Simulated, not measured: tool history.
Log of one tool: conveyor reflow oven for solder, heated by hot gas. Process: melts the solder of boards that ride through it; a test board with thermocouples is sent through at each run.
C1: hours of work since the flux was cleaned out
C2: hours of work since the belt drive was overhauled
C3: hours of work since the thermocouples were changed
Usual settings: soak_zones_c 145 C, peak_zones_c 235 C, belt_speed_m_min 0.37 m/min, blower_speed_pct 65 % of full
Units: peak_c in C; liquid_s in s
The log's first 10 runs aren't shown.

run 11 hour=152.5 | soak_zones_c=145 peak_zones_c=235 belt_speed_m_min=0.37 blower_speed_pct=79 | C1=135 C2=207 C3=578 | peak_c=222.5 liquid_s=94.5
run 12 hour=165.8 | soak_zones_c=142 peak_zones_c=235 belt_speed_m_min=0.37 blower_speed_pct=65 | C1=143 C2=214 C3=586 | peak_c=220 liquid_s=91.1
-- hour=171 belt drive overhauled, speed set with a stopwatch
run 13 hour=179.9 | soak_zones_c=145 peak_zones_c=248 belt_speed_m_min=0.37 blower_speed_pct=65 | C1=148 C2=5 C3=592 | peak_c=232.3 liquid_s=104.7
run 14 hour=196 | soak_zones_c=145 peak_zones_c=248 belt_speed_m_min=0.37 blower_speed_pct=65 | C1=158 C2=14 C3=601 | peak_c=231.7 liquid_s=104.2
run 15 hour=214.8 | soak_zones_c=145 peak_zones_c=248 belt_speed_m_min=0.37 blower_speed_pct=65 | C1=168 C2=25 C3=612 | peak_c=230.7 liquid_s=103.8
run 16 hour=228.2 | soak_zones_c=145 peak_zones_c=235 belt_speed_m_min=0.393 blower_speed_pct=64 | C1=176 C2=33 C3=619 | peak_c=218 liquid_s=84.9
-- hour=238.3 belt drive overhauled, speed set with a stopwatch, once more
run 17 hour=243.9 | soak_zones_c=155 peak_zones_c=234 belt_speed_m_min=0.371 blower_speed_pct=61 | C1=183 C2=3 C3=626 | peak_c=220 liquid_s=97.3
run 18 hour=254.2 | soak_zones_c=157 peak_zones_c=235 belt_speed_m_min=0.31 blower_speed_pct=65 | C1=189 C2=9 C3=632 | peak_c=224.8 liquid_s=127.2
run 19 hour=271.2 | soak_zones_c=156 peak_zones_c=235 belt_speed_m_min=0.348 blower_speed_pct=77 | C1=198 C2=19 C3=642 | peak_c=224.6 liquid_s=109.9
run 20 hour=281 | soak_zones_c=156 peak_zones_c=235 belt_speed_m_min=0.348 blower_speed_pct=77 | C1=204 C2=24 C3=647 | peak_c=224.4 liquid_s=111.2
run 21 hour=291.1 | soak_zones_c=156 peak_zones_c=235 belt_speed_m_min=0.348 blower_speed_pct=55 | C1=210 C2=30 C3=653 | peak_c=221.1 liquid_s=107.2
run 22 hour=302.9 | soak_zones_c=156 peak_zones_c=235 belt_speed_m_min=0.348 blower_speed_pct=55 | C1=216 C2=37 C3=660 | peak_c=220.6 liquid_s=108.3
run 23 hour=314.2 | soak_zones_c=156 peak_zones_c=235 belt_speed_m_min=0.348 blower_speed_pct=56 | C1=223 C2=43 C3=666 | peak_c=220.9 liquid_s=108
run 24 hour=328.2 | soak_zones_c=156 peak_zones_c=232 belt_speed_m_min=0.37 blower_speed_pct=65 | C1=231 C2=51 C3=674 | peak_c=219.4 liquid_s=98
run 25 hour=344.4 | soak_zones_c=160 peak_zones_c=241 belt_speed_m_min=0.37 blower_speed_pct=59 | C1=240 C2=61 C3=683 | peak_c=226.6 liquid_s=108.2
run 26 hour=355.2 | soak_zones_c=160 peak_zones_c=241 belt_speed_m_min=0.37 blower_speed_pct=59 | C1=246 C2=67 C3=690 | peak_c=226.6 liquid_s=108.6
run 27 hour=363.6 | soak_zones_c=132 peak_zones_c=241 belt_speed_m_min=0.37 blower_speed_pct=82 | C1=251 C2=71 C3=694 | peak_c=224.1 liquid_s=90.9
run 28 hour=375.3 | soak_zones_c=132 peak_zones_c=241 belt_speed_m_min=0.37 blower_speed_pct=82 | C1=258 C2=78 C3=701 | peak_c=224.2 liquid_s=90.7
run 29 hour=389.4 | soak_zones_c=145 peak_zones_c=235 belt_speed_m_min=0.304 blower_speed_pct=65 | C1=266 C2=86 C3=709 | peak_c=223.4 liquid_s=119
run 30 hour=406.8 | soak_zones_c=155 peak_zones_c=235 belt_speed_m_min=0.316 blower_speed_pct=65 | C1=276 C2=96 C3=719 | peak_c=224.7 liquid_s=121.9

Forecast each of these 4 alternatives for the next run:
run A hour=421.8 | soak_zones_c=145 peak_zones_c=232 belt_speed_m_min=0.37 blower_speed_pct=62 | C1=284 C2=105 C3=728 | peak_c=? liquid_s=?
run B hour=421.8 | soak_zones_c=152 peak_zones_c=228 belt_speed_m_min=0.358 blower_speed_pct=65 | C1=284 C2=105 C3=728 | peak_c=? liquid_s=?
run C hour=421.8 | soak_zones_c=145 peak_zones_c=235 belt_speed_m_min=0.32 blower_speed_pct=57 | C1=284 C2=105 C3=728 | peak_c=? liquid_s=?
run D hour=421.8 | soak_zones_c=145 peak_zones_c=238 belt_speed_m_min=0.37 blower_speed_pct=65 | C1=284 C2=105 C3=728 | peak_c=? liquid_s=?

run=A peak_c=215.6 liquid_s=87.4
run=B peak_c=215.1 liquid_s=95.8
run=C peak_c=222 liquid_s=109.6
run=D peak_c=220.1 liquid_s=93.7
Without the tool's hidden state the same runs would have given:
run=A peak_c=218.5 liquid_s=91.1
run=B peak_c=217.8 liquid_s=99.2
run=C peak_c=224.6 liquid_s=112.3
run=D peak_c=223.2 liquid_s=96.8

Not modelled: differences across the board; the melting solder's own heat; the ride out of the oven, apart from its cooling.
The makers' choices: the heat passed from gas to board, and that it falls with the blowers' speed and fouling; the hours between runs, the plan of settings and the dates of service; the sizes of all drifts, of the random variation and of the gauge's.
